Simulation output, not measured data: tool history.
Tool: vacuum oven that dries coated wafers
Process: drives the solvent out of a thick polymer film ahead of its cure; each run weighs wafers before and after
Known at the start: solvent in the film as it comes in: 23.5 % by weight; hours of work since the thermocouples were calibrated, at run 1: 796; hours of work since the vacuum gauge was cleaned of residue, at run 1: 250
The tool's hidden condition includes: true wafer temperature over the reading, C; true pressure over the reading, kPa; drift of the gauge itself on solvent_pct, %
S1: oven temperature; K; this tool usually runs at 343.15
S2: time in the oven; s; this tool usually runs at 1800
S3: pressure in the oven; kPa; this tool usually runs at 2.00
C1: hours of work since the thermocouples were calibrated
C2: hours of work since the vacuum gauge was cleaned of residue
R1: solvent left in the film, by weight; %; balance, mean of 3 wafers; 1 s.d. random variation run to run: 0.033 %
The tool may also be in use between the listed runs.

run,hour,S1,S2,S3,C1,C2,R1
1,0.0,343.15,1800,2.00,796,250,2.03
2,12.5,343.15,1800,6.88,802,257,4.74
# hour 24.2: oven's thermocouples calibrated
3,24.7,343.15,1740,2.00,0,262,1.91
4,30.8,343.15,1800,2.00,3,265,1.78
5,41.8,343.15,1800,2.00,9,270,1.82
6,55.6,343.15,1800,2.00,16,277,1.84

Run 7 comes next. What will it give?
7,62.9,349.15,2160,2.63,19,281,?

{"run 7": {"R1": 1.19}}
On a tool with no hidden condition, and with the same random variation, this run would have come out at R1 1.17 %.

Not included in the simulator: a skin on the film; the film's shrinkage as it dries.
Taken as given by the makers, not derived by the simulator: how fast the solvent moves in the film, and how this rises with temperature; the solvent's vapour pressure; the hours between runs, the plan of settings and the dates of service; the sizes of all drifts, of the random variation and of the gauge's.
